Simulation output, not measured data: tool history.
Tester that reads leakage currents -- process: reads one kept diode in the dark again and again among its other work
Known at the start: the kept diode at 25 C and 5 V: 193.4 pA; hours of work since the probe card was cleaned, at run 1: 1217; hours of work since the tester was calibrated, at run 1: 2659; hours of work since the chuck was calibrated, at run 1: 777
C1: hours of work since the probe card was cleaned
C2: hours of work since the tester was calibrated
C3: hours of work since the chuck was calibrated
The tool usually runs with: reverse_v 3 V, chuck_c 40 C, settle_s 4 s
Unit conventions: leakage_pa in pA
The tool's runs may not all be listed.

run 1 hour=0 | reverse_v=3 chuck_c=40 settle_s=4 | C1=1217 C2=2659 C3=777 | leakage_pa=552.24
run 2 hour=45.7 | reverse_v=3 chuck_c=40 settle_s=4 | C1=1251 C2=2693 C3=811 | leakage_pa=556.95
run 3 hour=91 | reverse_v=3 chuck_c=40 settle_s=4 | C1=1284 C2=2727 C3=845 | leakage_pa=555.82
run 4 hour=133.5 | reverse_v=19.86 chuck_c=40 settle_s=4 | C1=1316 C2=2758 C3=877 | leakage_pa=1052.1
run 5 hour=193.9 | reverse_v=5.26 chuck_c=40 settle_s=4 | C1=1361 C2=2803 C3=922 | leakage_pa=679.44
run 6 hour=239.1 | reverse_v=5.26 chuck_c=40 settle_s=4 | C1=1394 C2=2837 C3=955 | leakage_pa=680.54
run 7 hour=281.1 | reverse_v=5.26 chuck_c=40 settle_s=4 | C1=1426 C2=2868 C3=986 | leakage_pa=681.92
run 8 hour=327.8 | reverse_v=5.26 chuck_c=40 settle_s=4 | C1=1460 C2=2903 C3=1021 | leakage_pa=684.19
run 9 hour=408.7 | reverse_v=5.26 chuck_c=40 settle_s=4 | C1=1521 C2=2963 C3=1081 | leakage_pa=685.89
run 10 hour=449.8 | reverse_v=5.26 chuck_c=40 settle_s=4 | C1=1551 C2=2993 C3=1112 | leakage_pa=689.27
run 11 hour=510.1 | reverse_v=3 chuck_c=40 settle_s=4 | C1=1596 C2=3038 C3=1157 | leakage_pa=574.75
run 12 hour=582.2 | reverse_v=3 chuck_c=40 settle_s=4 | C1=1650 C2=3092 C3=1210 | leakage_pa=579.12
run 13 hour=657.6 | reverse_v=3 chuck_c=40 settle_s=4 | C1=1706 C2=3148 C3=1266 | leakage_pa=579.56
run 14 hour=737.1 | reverse_v=3 chuck_c=40 settle_s=4 | C1=1765 C2=3207 C3=1325 | leakage_pa=583.88
run 15 hour=779.4 | reverse_v=3 chuck_c=40 settle_s=4 | C1=1796 C2=3238 C3=1357 | leakage_pa=584.75
run 16 hour=822.2 | reverse_v=3 chuck_c=40 settle_s=0.77 | C1=1828 C2=3270 C3=1389 | leakage_pa=586.61
run 17 hour=903.2 | reverse_v=3 chuck_c=40 settle_s=0.77 | C1=1888 C2=3330 C3=1449 | leakage_pa=589.65
-- hour=914.2 tester calibrated
run 18 hour=951.7 | reverse_v=3 chuck_c=59 settle_s=7.6 | C1=1923 C2=28 C3=1484 | leakage_pa=2094.06
run 19 hour=1039.9 | reverse_v=9.23 chuck_c=59 settle_s=0.72 | C1=1988 C2=93 C3=1549 | leakage_pa=3050.05
run 20 hour=1109 | reverse_v=1.17 chuck_c=22 settle_s=1.2 | C1=2040 C2=145 C3=1600 | leakage_pa=111.72
run 21 hour=1194.9 | reverse_v=1.61 chuck_c=54 settle_s=4 | C1=2104 C2=209 C3=1664 | leakage_pa=1250.44
run 22 hour=1232.8 | reverse_v=1.61 chuck_c=54 settle_s=4 | C1=2132 C2=237 C3=1692 | leakage_pa=1254.35
-- hour=1252.9 chuck's temperature calibrated
run 23 hour=1316.4 | reverse_v=15.78 chuck_c=27 settle_s=1.17 | C1=2192 C2=298 C3=47 | leakage_pa=346.1
run 24 hour=1388.9 | reverse_v=2.56 chuck_c=46 settle_s=4 | C1=2246 C2=351 C3=101 | leakage_pa=747.35

For run 25, what comes out?
run 25 hour=1456.7 | reverse_v=1.37 chuck_c=50 settle_s=4 | C1=2297 C2=402 C3=152 | leakage_pa=?

Run 25 yielded leakage_pa 796.82 pA.
With no hidden state in the tool, this same run would have given leakage_pa 786.61 pA.
